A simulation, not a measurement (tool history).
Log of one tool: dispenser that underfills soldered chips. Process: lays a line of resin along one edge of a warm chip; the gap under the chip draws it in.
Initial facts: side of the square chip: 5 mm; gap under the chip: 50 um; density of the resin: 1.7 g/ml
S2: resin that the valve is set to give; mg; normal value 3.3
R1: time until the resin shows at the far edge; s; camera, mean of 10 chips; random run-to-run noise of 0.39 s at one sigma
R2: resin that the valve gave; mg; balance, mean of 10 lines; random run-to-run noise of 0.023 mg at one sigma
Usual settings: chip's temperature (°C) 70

{"run": 1, "hour": 0.0, "chip's temperature (°C)": 70, "S2": 3.3, "R1": 28.6, "R2": 3.14}
{"run": 2, "hour": 2.9, "chip's temperature (°C)": 70, "S2": 3.3, "R1": 30.4, "R2": 3.17}
{"hour": 5.5, "done": "new syringe of resin"}
{"run": 3, "hour": 6.0, "chip's temperature (°C)": 67, "S2": 3.3, "R1": 28.5, "R2": 3.2}
{"run": 4, "hour": 9.1, "chip's temperature (°C)": 67, "S2": 3.3, "R1": 31.2, "R2": 3.19}
{"hour": 14.4, "done": "new syringe of resin"}
{"run": 5, "hour": 14.7, "chip's temperature (°C)": 67, "S2": 3.3, "R1": 28.6, "R2": 3.17}
{"run": 6, "hour": 20.0, "chip's temperature (°C)": 70, "S2": 3.3, "R1": 29.3, "R2": 3.13}
{"hour": 23.6, "done": "new syringe of resin"}
{"run": 7, "hour": 23.8, "chip's temperature (°C)": 60, "S2": 3.3, "R1": 38.7, "R2": 3.18}
{"hour": 27.7, "done": "dispensing valve cleaned and set on the balance"}
{"run": 8, "hour": 29.5, "chip's temperature (°C)": 60, "S2": 3.3, "R1": 43.5, "R2": 3.29}
{"run": 9, "hour": 31.7, "chip's temperature (°C)": 60, "S2": 3.98, "R1": 45.9, "R2": 3.95}
{"hour": 34.0, "done": "new syringe of resin"}
{"run": 10, "hour": 36.7, "chip's temperature (°C)": 70, "S2": 3.3, "R1": 26.6, "R2": 3.3}
{"run": 11, "hour": 41.6, "chip's temperature (°C)": 70, "S2": 3.3, "R1": 30.8, "R2": 3.29}
{"hour": 43.1, "done": "new syringe of resin"}
{"run": 12, "hour": 45.5, "chip's temperature (°C)": 70, "S2": 3.3, "R1": 26.3, "R2": 3.3}
{"run": 13, "hour": 47.6, "chip's temperature (°C)": 70, "S2": 3.3, "R1": 27.9, "R2": 3.26}
{"run": 14, "hour": 51.0, "chip's temperature (°C)": 70, "S2": 3.3, "R1": 30.7, "R2": 3.26}
{"hour": 52.4, "done": "new syringe of resin"}
{"run": 15, "hour": 54.4, "chip's temperature (°C)": 70, "S2": 3.3, "R1": 26.3, "R2": 3.26}
{"run": 16, "hour": 59.1, "chip's temperature (°C)": 70, "S2": 3.3, "R1": 29.5, "R2": 3.26}
{"hour": 61.5, "done": "new syringe of resin"}
{"run": 17, "hour": 64.6, "chip's temperature (°C)": 70, "S2": 3.3, "R1": 26.9, "R2": 3.27}
{"run": 18, "hour": 68.4, "chip's temperature (°C)": 73, "S2": 3.3, "R1": 26.3, "R2": 3.27}
{"hour": 70.5, "done": "new syringe of resin"}
{"run": 19, "hour": 74.0, "chip's temperature (°C)": 73, "S2": 3.3, "R1": 24.6, "R2": 3.25}
{"run": 20, "hour": 77.8, "chip's temperature (°C)": 72, "S2": 3.05, "R1": 28.3, "R2": 3}
{"hour": 79.6, "done": "new syringe of resin"}
{"run": 21, "hour": 81.3, "chip's temperature (°C)": 65, "S2": 2.85, "R1": 34.2, "R2": 2.81}
{"run": 22, "hour": 86.0, "chip's temperature (°C)": 84, "S2": 2.81, "R1": 17.1, "R2": 2.78}
{"hour": 88.9, "done": "new syringe of resin"}
{"run": 23, "hour": 90.2, "chip's temperature (°C)": 63, "S2": 3.37, "R1": 34.2, "R2": 3.28}
{"run": 24, "hour": 92.9, "chip's temperature (°C)": 61, "S2": 3.12, "R1": 40.6, "R2": 3.04}
{"hour": 97.8, "done": "new syringe of resin"}
{"run": 25, "hour": 98.3, "chip's temperature (°C)": 61, "S2": 3.12, "R1": 38.7, "R2": 3.05}
{"run": 26, "hour": 102.9, "chip's temperature (°C)": 82, "S2": 4.09, "R1": 17.1, "R2": 3.96}
{"hour": 106.8, "done": "new syringe of resin"}
{"run": 27, "hour": 107.4, "chip's temperature (°C)": 70, "S2": 3.6, "R1": 23.8, "R2": 3.48}
{"run": 28, "hour": 110.0, "chip's temperature (°C)": 81, "S2": 4.12, "R1": 16.2, "R2": 4.01}
{"run": 29, "hour": 113.7, "chip's temperature (°C)": 60, "S2": 3.84, "R1": 44.6, "R2": 3.74}
{"hour": 115.9, "done": "new syringe of resin"}
{"run": 30, "hour": 116.4, "chip's temperature (°C)": 67, "S2": 3.11, "R1": 29, "R2": 3.01}
{"run": 31, "hour": 119.5, "chip's temperature (°C)": 68, "S2": 3.46, "R1": 29.4, "R2": 3.33}
{"run": 32, "hour": 122.5, "chip's temperature (°C)": 60, "S2": 4.02, "R1": 45, "R2": 3.88}
{"hour": 125.2, "done": "new syringe of resin"}
{"run": 33, "hour": 127.1, "chip's temperature (°C)": 60, "S2": 3.75, "R1": 40.2, "R2": 3.58}
{"run": 34, "hour": 131.0, "chip's temperature (°C)": 60, "S2": 3.08, "R1": 45.6, "R2": 2.98}
{"hour": 134.2, "done": "new syringe of resin"}
{"run": 35, "hour": 134.2, "chip's temperature (°C)": 60, "S2": 4.29, "R1": 37.6, "R2": 4.16}
{"run": 36, "hour": 137.0, "chip's temperature (°C)": 70, "S2": 3.85, "R1": 25.1, "R2": 3.72}
{"run": 37, "hour": 141.4, "chip's temperature (°C)": 77, "S2": 3.3, "R1": 21, "R2": 3.19}

What if the next run were any one of these 3? Each begins from the tool's condition after run 37:
{"hour": 143.5, "done": "new syringe of resin"}
{"run": "A", "hour": 145.3, "chip's temperature (°C)": 59, "S2": 4.13, "R1": "?", "R2": "?"}
{"hour": 143.5, "done": "new syringe of resin"}
{"run": "B", "hour": 145.3, "chip's temperature (°C)": 72, "S2": 3.28, "R1": "?", "R2": "?"}
{"hour": 143.5, "done": "new syringe of resin"}
{"run": "C", "hour": 145.3, "chip's temperature (°C)": 56, "S2": 3.26, "R1": "?", "R2": "?"}

run=A R1=40.3 R2=3.93
run=B R1=22.9 R2=3.15
run=C R1=47.1 R2=3.22
With the hidden condition removed and each run's random variation left untouched, the same runs would have given:
run=A R1=39.8 R2=4.09
run=B R1=22.5 R2=3.28
run=C R1=46.3 R2=3.34

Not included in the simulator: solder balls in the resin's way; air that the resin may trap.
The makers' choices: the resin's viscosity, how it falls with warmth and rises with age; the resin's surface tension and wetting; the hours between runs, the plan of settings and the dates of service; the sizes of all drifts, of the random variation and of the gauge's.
